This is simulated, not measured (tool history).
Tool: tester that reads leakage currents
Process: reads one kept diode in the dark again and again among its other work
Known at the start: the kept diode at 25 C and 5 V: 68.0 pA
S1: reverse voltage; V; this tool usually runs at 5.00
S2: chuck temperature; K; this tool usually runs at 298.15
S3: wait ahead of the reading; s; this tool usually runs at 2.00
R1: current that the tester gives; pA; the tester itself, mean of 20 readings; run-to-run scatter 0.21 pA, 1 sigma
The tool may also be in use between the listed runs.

{"run": 1, "day": 0.0, "S1": 5.0, "S2": 298.15, "S3": 2.0, "R1": 72.0}
{"run": 2, "day": 3.142, "S1": 5.0, "S2": 298.15, "S3": 2.0, "R1": 72.28}
{"run": 3, "day": 5.679, "S1": 5.0, "S2": 298.15, "S3": 2.0, "R1": 72.13}
{"run": 4, "day": 7.567, "S1": 5.0, "S2": 298.15, "S3": 2.0, "R1": 71.88}
{"run": 5, "day": 10.246, "S1": 5.0, "S2": 298.15, "S3": 2.0, "R1": 71.82}
{"run": 6, "day": 12.658, "S1": 5.0, "S2": 298.15, "S3": 2.0, "R1": 71.85}
{"run": 7, "day": 16.133, "S1": 2.09, "S2": 298.15, "S3": 1.34, "R1": 52.58}
{"run": 8, "day": 18.279, "S1": 2.09, "S2": 298.15, "S3": 1.34, "R1": 52.68}
{"run": 9, "day": 21.625, "S1": 2.09, "S2": 298.15, "S3": 1.34, "R1": 52.37}
{"run": 10, "day": 23.642, "S1": 2.09, "S2": 298.15, "S3": 1.34, "R1": 52.58}
{"run": 11, "day": 25.329, "S1": 16.34, "S2": 298.15, "S3": 0.35, "R1": 126.53}

Removed from this log: 1 entry logged between the listed runs. Between which two listed runs does each belong, and how does the tool's hidden state at the listed run before it compare with that at the listed run after it?
After run 8, before run 9: tester calibrated (day 18.554)
  stray current of the dirty probe card, pA a volt: 0.849 -> 0.886; current scale over the true one, %: 0.24 -> 0.39; true chuck temperature over the reading, C: -0.29 -> -0.34
  measured minus no-state result, R1: +0.67 -> +0.65 pA
